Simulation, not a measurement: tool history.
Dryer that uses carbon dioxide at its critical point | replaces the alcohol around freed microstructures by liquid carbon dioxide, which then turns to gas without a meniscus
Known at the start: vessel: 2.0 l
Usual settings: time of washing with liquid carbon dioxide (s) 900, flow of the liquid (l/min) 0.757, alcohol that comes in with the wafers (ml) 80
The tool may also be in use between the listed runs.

run     day  time of washing with liquid carbon dioxide (s)  flow of the liquid (l/min)  alcohol that comes in with the wafers (ml)  alcohol left in the vessel before it's heated (ppm by volume)
  1       0                                             900                       0.757                                          80                                                            360
  2   0.917                                             900                       0.757                                          80                                                            380
  3   1.717                                             900                       0.757                                          80                                                            393
  4   2.633                                             900                       0.757                                          80                                                            402
  5   3.075                                             900                       0.757                                          80                                                            404
  6   3.629                                             900                       0.757                                         113                                                            598
  7   4.108                                             900                        0.98                                          80                                                            129
  8    4.65                                             900                        0.98                                          80                                                            131
  9   5.317                                             900                       0.757                                          80                                                            450
      5.812  -- inlet filter changed
 10   6.258                                             900                         0.9                                          80                                                             98
 11   6.788                                             900                       0.757                                          80                                                            242
 12   7.238                                             900                       0.757                                          80                                                            223
 13   8.254                                             900                        1.17                                          80                                                             61
 14   9.138                                             660                        1.17                                          80                                                            140
 15   9.962                                             900                       0.757                                          94                                                            315
 16  10.979                                             900                       0.671                                          94                                                            532
 17  11.796                                             900                       0.757                                          27                                                            145
 18  12.542                                            1080                       0.757                                          47                                                            116
 19  13.475                                            1080                       0.757                                          47                                                            115
 20  13.925                                             600                       0.603                                          93                                                           3441
 21  14.475                                            1200                        0.82                                          43                                                             85
 22  15.479                                             960                       0.455                                          23                                                            593
 23  16.429                                            1080                       0.469                                          55                                                            849
 24  16.908                                             900                       0.542                                          39                                                            688
 25  17.442                                             900                       0.856                                          65                                                            205
 26  18.504                                             540                       0.853                                          65                                                           1303
 27  19.412                                             720                       0.579                                          27                                                            834
 28  20.208                                             540                       0.771                                          80                                                           2265
 29  20.875                                             540                       0.771                                          80                                                           2360
 30  21.917                                             540                       0.771                                         102                                                           3095
 31  22.462                                             540                       0.771                                         102                                                           3092
 32  23.162                                             960                       0.953                                          67                                                            169
 33  23.679                                             720                       0.704                                          80                                                           1454
     24.758  -- inlet filter changed
 34  24.775                                             600                       0.704                                          52                                                            991

5 ways to go on from here, each from the tool as it stands after run 34. What would each give?
  A  25.525                                             660                       0.799                                          50                                                              ?
  B  25.525                                             600                       0.704                                          38                                                              ?
  C  25.525                                             900                       0.757                                         113                                                              ?
  D  25.525                                             900                       0.704                                          77                                                              ?
  E  25.525                                             600                       0.704                                          37                                                              ?

run  alcohol left in the vessel before it's heated (ppm by volume)
  A                                                            472
  B                                                            787
  C                                                            357
  D                                                            365
  E                                                            770
Without the tool's hidden state the same runs would have given:
run  alcohol left in the vessel before it's heated (ppm by volume)
  A                                                            357
  B                                                            663
  C                                                            243
  D                                                            252
  E                                                            647
